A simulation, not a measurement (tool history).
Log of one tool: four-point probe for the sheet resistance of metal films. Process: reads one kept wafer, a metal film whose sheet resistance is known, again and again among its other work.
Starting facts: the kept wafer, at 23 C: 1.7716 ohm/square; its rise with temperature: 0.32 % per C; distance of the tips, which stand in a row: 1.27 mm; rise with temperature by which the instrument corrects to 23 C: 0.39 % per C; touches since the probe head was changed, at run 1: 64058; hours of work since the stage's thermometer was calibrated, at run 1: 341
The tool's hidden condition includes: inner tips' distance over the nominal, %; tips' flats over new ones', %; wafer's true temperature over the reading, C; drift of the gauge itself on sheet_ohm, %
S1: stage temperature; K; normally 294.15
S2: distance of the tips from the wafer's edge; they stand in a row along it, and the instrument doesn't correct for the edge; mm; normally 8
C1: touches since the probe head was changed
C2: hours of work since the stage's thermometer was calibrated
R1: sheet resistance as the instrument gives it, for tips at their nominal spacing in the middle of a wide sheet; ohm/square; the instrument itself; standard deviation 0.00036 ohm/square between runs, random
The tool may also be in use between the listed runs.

{"run": 1, "day": 0.0, "S1": 294.15, "S2": 8, "C1": 64058, "C2": 341, "R1": 1.797581}
{"run": 2, "day": 2.662, "S1": 294.15, "S2": 8, "C1": 65740, "C2": 379, "R1": 1.79832}
{"run": 3, "day": 6.733, "S1": 302.15, "S2": 8, "C1": 68308, "C2": 436, "R1": 1.788084}
{"run": 4, "day": 11.404, "S1": 302.15, "S2": 10, "C1": 71255, "C2": 502, "R1": 1.779397}
{"run": 5, "day": 16.008, "S1": 302.15, "S2": 10, "C1": 74162, "C2": 566, "R1": 1.77989}
{"run": 6, "day": 19.371, "S1": 302.15, "S2": 10, "C1": 76284, "C2": 614, "R1": 1.779277}
{"run": 7, "day": 23.533, "S1": 302.15, "S2": 28, "C1": 78910, "C2": 672, "R1": 1.766065}
{"run": 8, "day": 27.458, "S1": 302.15, "S2": 28, "C1": 81388, "C2": 727, "R1": 1.766013}
{"run": 9, "day": 29.892, "S1": 294.15, "S2": 30, "C1": 82923, "C2": 761, "R1": 1.775481}
{"run": 10, "day": 35.367, "S1": 294.15, "S2": 30, "C1": 86377, "C2": 838, "R1": 1.776039}
{"run": 11, "day": 40.808, "S1": 294.15, "S2": 30, "C1": 89812, "C2": 915, "R1": 1.775574}
{"run": 12, "day": 45.446, "S1": 294.15, "S2": 30, "C1": 92740, "C2": 980, "R1": 1.776055}
{"run": 13, "day": 48.512, "S1": 304.15, "S2": 8, "C1": 94673, "C2": 1023, "R1": 1.785109}
{"run": 14, "day": 52.112, "S1": 304.15, "S2": 4, "C1": 96948, "C2": 1074, "R1": 1.851486}
{"run": 15, "day": 57.008, "S1": 304.15, "S2": 4, "C1": 100036, "C2": 1142, "R1": 1.851598}
{"run": 16, "day": 61.633, "S1": 294.15, "S2": 8, "C1": 102956, "C2": 1207, "R1": 1.797847}
{"run": 17, "day": 66.788, "S1": 294.15, "S2": 8, "C1": 106208, "C2": 1280, "R1": 1.798054}
{"run": 18, "day": 71.458, "S1": 294.15, "S2": 34, "C1": 109156, "C2": 1345, "R1": 1.775437}
{"run": 19, "day": 75.958, "S1": 294.15, "S2": 8, "C1": 111994, "C2": 1409, "R1": 1.798288}
{"run": 20, "day": 79.15, "S1": 294.15, "S2": 8, "C1": 114010, "C2": 1454, "R1": 1.797342}
{"run": 21, "day": 82.4, "S1": 294.15, "S2": 8, "C1": 116061, "C2": 1499, "R1": 1.798392}
{"run": 22, "day": 87.558, "S1": 305.15, "S2": 31, "C1": 119317, "C2": 1572, "R1": 1.762354}
{"run": 23, "day": 92.196, "S1": 305.15, "S2": 31, "C1": 122244, "C2": 1637, "R1": 1.762318}
{"run": 24, "day": 96.642, "S1": 298.15, "S2": 33, "C1": 125047, "C2": 1699, "R1": 1.770416}
{"run": 25, "day": 101.554, "S1": 306.15, "S2": 13, "C1": 128149, "C2": 1768, "R1": 1.768483}
{"run": 26, "day": 105.058, "S1": 308.15, "S2": 38, "C1": 130360, "C2": 1818, "R1": 1.757684}
{"run": 27, "day": 108.479, "S1": 308.15, "S2": 52, "C1": 132519, "C2": 1866, "R1": 1.757815}
{"run": 28, "day": 113.242, "S1": 308.15, "S2": 52, "C1": 135524, "C2": 1933, "R1": 1.757956}
{"run": 29, "day": 119.217, "S1": 308.15, "S2": 52, "C1": 139296, "C2": 2017, "R1": 1.75731}
{"run": 30, "day": 123.829, "S1": 296.15, "S2": 3, "C1": 142205, "C2": 2081, "R1": 1.925962}
{"day": 124.575, "done": "stage's thermometer calibrated"}
{"run": 31, "day": 129.804, "S1": 295.15, "S2": 8, "C1": 145963, "C2": 73, "R1": 1.797188}
{"run": 32, "day": 132.483, "S1": 300.15, "S2": 4, "C1": 147656, "C2": 111, "R1": 1.857236}
{"run": 33, "day": 137.45, "S1": 300.15, "S2": 4, "C1": 150789, "C2": 181, "R1": 1.857053}
{"run": 34, "day": 143.033, "S1": 305.15, "S2": 48, "C1": 154312, "C2": 259, "R1": 1.761048}
{"run": 35, "day": 147.875, "S1": 305.15, "S2": 48, "C1": 157367, "C2": 327, "R1": 1.760743}
{"run": 36, "day": 151.238, "S1": 305.15, "S2": 48, "C1": 159490, "C2": 375, "R1": 1.761565}
{"run": 37, "day": 155.704, "S1": 305.15, "S2": 48, "C1": 162309, "C2": 437, "R1": 1.760898}
{"run": 38, "day": 161.142, "S1": 301.15, "S2": 67, "C1": 165741, "C2": 514, "R1": 1.765407}
{"run": 39, "day": 163.921, "S1": 301.15, "S2": 67, "C1": 167493, "C2": 553, "R1": 1.765299}
{"run": 40, "day": 169.417, "S1": 305.15, "S2": 9, "C1": 170962, "C2": 630, "R1": 1.778964}
{"run": 41, "day": 174.1, "S1": 296.15, "S2": 5, "C1": 173918, "C2": 696, "R1": 1.83087}

Each row is a separate what-if for the run after 41, all from the same tool condition, not one after another. Results?
{"run": "A", "day": 177.367, "S1": 293.15, "S2": 42, "C1": 175980, "C2": 742, "R1": "?"}
{"run": "B", "day": 177.367, "S1": 306.15, "S2": 16, "C1": 175980, "C2": 742, "R1": "?"}
{"run": "C", "day": 177.367, "S1": 296.15, "S2": 6, "C1": 175980, "C2": 742, "R1": "?"}
{"run": "D", "day": 177.367, "S1": 304.15, "S2": 4, "C1": 175980, "C2": 742, "R1": "?"}

run=A R1=1.775443
run=B R1=1.765582
run=C R1=1.812874
run=D R1=1.851765
Take away the tool's hidden state, keep each run's random variation, and the runs would have read:
run=A R1=1.775741
run=B R1=1.765878
run=C R1=1.813178
run=D R1=1.852075
